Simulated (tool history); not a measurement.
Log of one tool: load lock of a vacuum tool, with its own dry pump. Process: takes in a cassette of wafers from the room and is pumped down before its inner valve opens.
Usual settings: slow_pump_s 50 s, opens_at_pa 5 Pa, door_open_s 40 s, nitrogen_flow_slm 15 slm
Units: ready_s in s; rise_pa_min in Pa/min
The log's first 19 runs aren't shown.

| run | hour | slow_pump_s | opens_at_pa | door_open_s | nitrogen_flow_slm | hours that the pump has run since its overhaul | times that the door has closed on its seal | incoming humidity of the room's air, % | ready_s | rise_pa_min |
|---|---|---|---|---|---|---|---|---|---|---|
| 20 | 2850.6 | 28 | 5 | 40 | 7 | 6560 | 40339 | 41.3 | 105.0 | 0.402 |
| 21 | 3034.3 | 28 | 5 | 40 | 7 | 6743 | 41119 | 44.3 | 107.0 | 0.422 |
| 22 | 3202.7 | 37 | 5 | 40 | 22 | 6912 | 41832 | 41.5 | 113.6 | 0.418 |
| 23 | 3354.2 | 37 | 5 | 40 | 22 | 7063 | 42475 | 41.1 | 112.4 | 0.433 |
| 24 | 3527.6 | 37 | 5 | 40 | 22 | 7237 | 43211 | 44.6 | 114.1 | 0.443 |
| 25 | 3634.6 | 91 | 5 | 40 | 8 | 7344 | 43665 | 46.7 | 150.0 | 0.449 |
| 26 | 3764.2 | 92 | 5 | 207 | 23 | 7473 | 44214 | 43.1 | 150.5 | 0.514 |
| 27 | 3849.4 | 39 | 6 | 75 | 15 | 7558 | 44575 | 47.1 | 112.5 | 0.475 |
| 28 | 3958.5 | 63 | 5 | 40 | 16 | 7667 | 45038 | 44.2 | 130.6 | 0.471 |
| 29 | 4081.8 | 26 | 5 | 186 | 11 | 7791 | 45561 | 43.9 | 105.5 | 0.544 |
| 30 | 4277.9 | 32 | 5 | 40 | 21 | 7987 | 46393 | 43.6 | 111.2 | 0.481 |
| 31 | 4471.0 | 38 | 6 | 40 | 15 | 8180 | 47212 | 45.0 | 114.1 | 0.503 |
| 32 | 4621.6 | 38 | 6 | 40 | 15 | 8331 | 47851 | 45.7 | 112.7 | 0.515 |
| 33 | 4742.7 | 38 | 6 | 40 | 15 | 8452 | 48364 | 46.4 | 112.8 | 0.519 |
| 34 | 4892.4 | 38 | 6 | 40 | 15 | 8601 | 48999 | 47.1 | 113.9 | 0.533 |
| 35 | 5027.8 | 50 | 5 | 158 | 9 | 8737 | 49573 | 43.5 | 124.9 | 0.602 |
| 36 | 5148.2 | 50 | 6 | 236 | 15 | 8857 | 50084 | 44.4 | 122.9 | 0.609 |
| 37 | 5347.2 | 50 | 5 | 34 | 15 | 9056 | 50928 | 45.0 | 123.1 | 0.549 |

4 ways to go on from here, each from the tool as it stands after run 37. What would each give?
| A | 5469.0 | 36 | 6 | 40 | 38 | 9178 | 51445 | 42.8 | ? | ? |
| B | 5469.0 | 80 | 6 | 40 | 28 | 9178 | 51445 | 46.7 | ? | ? |
| C | 5469.0 | 50 | 8 | 40 | 5 | 9178 | 51445 | 41.5 | ? | ? |
| D | 5469.0 | 44 | 5 | 95 | 12 | 9178 | 51445 | 44.1 | ? | ? |

| run | ready_s | rise_pa_min |
|---|---|---|
| A | 112.5 | 0.560 |
| B | 141.5 | 0.563 |
| C | 119.2 | 0.575 |
| D | 120.0 | 0.598 |
Without the tool's hidden state the same runs would have given:
| run | ready_s | rise_pa_min |
|---|---|---|
| A | 103.0 | 0.036 |
| B | 133.8 | 0.040 |
| C | 110.8 | 0.051 |
| D | 110.6 | 0.077 |
